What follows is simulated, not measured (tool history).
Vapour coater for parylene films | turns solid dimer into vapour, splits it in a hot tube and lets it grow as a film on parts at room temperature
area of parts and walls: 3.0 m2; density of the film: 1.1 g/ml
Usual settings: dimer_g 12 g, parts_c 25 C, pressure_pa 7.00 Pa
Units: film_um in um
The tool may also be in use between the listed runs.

{"run": 1, "day": 0.0, "dimer_g": 12, "parts_c": 25, "pressure_pa": 7.0, "film_um": 2.35}
{"run": 2, "day": 2.421, "dimer_g": 12, "parts_c": 25, "pressure_pa": 7.0, "film_um": 2.34}
{"run": 3, "day": 4.892, "dimer_g": 12, "parts_c": 19, "pressure_pa": 7.0, "film_um": 2.91}
{"run": 4, "day": 6.825, "dimer_g": 12, "parts_c": 25, "pressure_pa": 7.0, "film_um": 2.34}
{"day": 7.554, "done": "trap's valve overhauled"}
{"run": 5, "day": 9.388, "dimer_g": 12, "parts_c": 25, "pressure_pa": 7.0, "film_um": 2.32}
{"run": 6, "day": 12.35, "dimer_g": 12, "parts_c": 25, "pressure_pa": 2.89, "film_um": 2.76}
{"run": 7, "day": 14.075, "dimer_g": 12, "parts_c": 25, "pressure_pa": 6.07, "film_um": 2.39}
{"run": 8, "day": 16.946, "dimer_g": 12, "parts_c": 25, "pressure_pa": 7.0, "film_um": 2.33}
{"run": 9, "day": 19.192, "dimer_g": 12, "parts_c": 25, "pressure_pa": 2.88, "film_um": 2.8}
{"run": 10, "day": 22.012, "dimer_g": 8, "parts_c": 25, "pressure_pa": 7.0, "film_um": 1.56}
{"run": 11, "day": 25.05, "dimer_g": 8, "parts_c": 25, "pressure_pa": 7.0, "film_um": 1.55}
{"run": 12, "day": 26.717, "dimer_g": 12, "parts_c": 25, "pressure_pa": 6.84, "film_um": 2.33}
{"run": 13, "day": 28.333, "dimer_g": 12, "parts_c": 25, "pressure_pa": 7.0, "film_um": 2.32}
{"day": 29.833, "done": "trap's valve overhauled"}
{"run": 14, "day": 29.833, "dimer_g": 12, "parts_c": 25, "pressure_pa": 7.0, "film_um": 2.32}
{"run": 15, "day": 32.371, "dimer_g": 12, "parts_c": 25, "pressure_pa": 7.0, "film_um": 2.31}
{"run": 16, "day": 34.008, "dimer_g": 12, "parts_c": 25, "pressure_pa": 7.0, "film_um": 2.35}
{"run": 17, "day": 35.4, "dimer_g": 12, "parts_c": 25, "pressure_pa": 2.04, "film_um": 3.0}
{"run": 18, "day": 36.658, "dimer_g": 12, "parts_c": 25, "pressure_pa": 2.04, "film_um": 2.99}
{"run": 19, "day": 38.121, "dimer_g": 12, "parts_c": 25, "pressure_pa": 7.0, "film_um": 2.38}
{"run": 20, "day": 39.425, "dimer_g": 12, "parts_c": 25, "pressure_pa": 7.0, "film_um": 2.3}
{"run": 21, "day": 41.308, "dimer_g": 12, "parts_c": 25, "pressure_pa": 7.0, "film_um": 2.36}
{"run": 22, "day": 42.758, "dimer_g": 16, "parts_c": 25, "pressure_pa": 7.0, "film_um": 3.17}
{"run": 23, "day": 44.238, "dimer_g": 12, "parts_c": 25, "pressure_pa": 4.3, "film_um": 2.54}
{"run": 24, "day": 45.679, "dimer_g": 12, "parts_c": 27, "pressure_pa": 4.36, "film_um": 2.42}
{"run": 25, "day": 48.183, "dimer_g": 10, "parts_c": 18, "pressure_pa": 3.35, "film_um": 2.92}
{"run": 26, "day": 50.0, "dimer_g": 12, "parts_c": 37, "pressure_pa": 4.24, "film_um": 1.68}
{"day": 52.275, "done": "trap's valve overhauled"}
{"run": 27, "day": 52.988, "dimer_g": 13, "parts_c": 23, "pressure_pa": 9.14, "film_um": 2.57}
{"run": 28, "day": 54.825, "dimer_g": 9, "parts_c": 25, "pressure_pa": 4.88, "film_um": 1.87}
{"run": 29, "day": 57.517, "dimer_g": 9, "parts_c": 25, "pressure_pa": 4.88, "film_um": 1.87}
{"run": 30, "day": 59.729, "dimer_g": 9, "parts_c": 22, "pressure_pa": 4.88, "film_um": 2.1}
{"run": 31, "day": 61.812, "dimer_g": 7, "parts_c": 25, "pressure_pa": 7.0, "film_um": 1.41}
{"run": 32, "day": 63.196, "dimer_g": 7, "parts_c": 25, "pressure_pa": 7.0, "film_um": 1.38}
{"run": 33, "day": 65.133, "dimer_g": 7, "parts_c": 25, "pressure_pa": 2.59, "film_um": 1.67}
{"run": 34, "day": 67.854, "dimer_g": 10, "parts_c": 25, "pressure_pa": 2.68, "film_um": 2.39}
{"run": 35, "day": 69.196, "dimer_g": 10, "parts_c": 18, "pressure_pa": 2.68, "film_um": 2.96}
{"run": 36, "day": 72.092, "dimer_g": 6, "parts_c": 19, "pressure_pa": 5.9, "film_um": 1.52}
{"day": 74.6, "done": "trap's valve overhauled"}
{"run": 37, "day": 74.6, "dimer_g": 12, "parts_c": 19, "pressure_pa": 6.89, "film_um": 2.9}
{"run": 38, "day": 76.708, "dimer_g": 12, "parts_c": 25, "pressure_pa": 3.39, "film_um": 2.68}
{"run": 39, "day": 78.321, "dimer_g": 5, "parts_c": 25, "pressure_pa": 3.95, "film_um": 1.09}
{"run": 40, "day": 80.446, "dimer_g": 5, "parts_c": 25, "pressure_pa": 3.95, "film_um": 1.1}
{"day": 81.792, "done": "table's thermometer calibrated"}
{"run": 41, "day": 82.667, "dimer_g": 5, "parts_c": 25, "pressure_pa": 3.95, "film_um": 1.1}
{"run": 42, "day": 85.567, "dimer_g": 5, "parts_c": 25, "pressure_pa": 3.95, "film_um": 1.1}
{"run": 43, "day": 88.35, "dimer_g": 5, "parts_c": 25, "pressure_pa": 7.17, "film_um": 0.96}
{"run": 44, "day": 91.25, "dimer_g": 6, "parts_c": 33, "pressure_pa": 8.35, "film_um": 0.85}
{"run": 45, "day": 94.271, "dimer_g": 6, "parts_c": 33, "pressure_pa": 8.35, "film_um": 0.83}

Forecast each of these 3 alternatives for the next run:
{"run": "A", "day": 96.096, "dimer_g": 5, "parts_c": 25, "pressure_pa": 7.0, "film_um": "?"}
{"run": "B", "day": 96.096, "dimer_g": 6, "parts_c": 33, "pressure_pa": 4.13, "film_um": "?"}
{"run": "C", "day": 96.096, "dimer_g": 12, "parts_c": 23, "pressure_pa": 7.0, "film_um": "?"}

run=A film_um=0.97
run=B film_um=0.96
run=C film_um=2.50
Without the tool's hidden state the same runs would have given:
run=A film_um=0.97
run=B film_um=0.96
run=C film_um=2.51
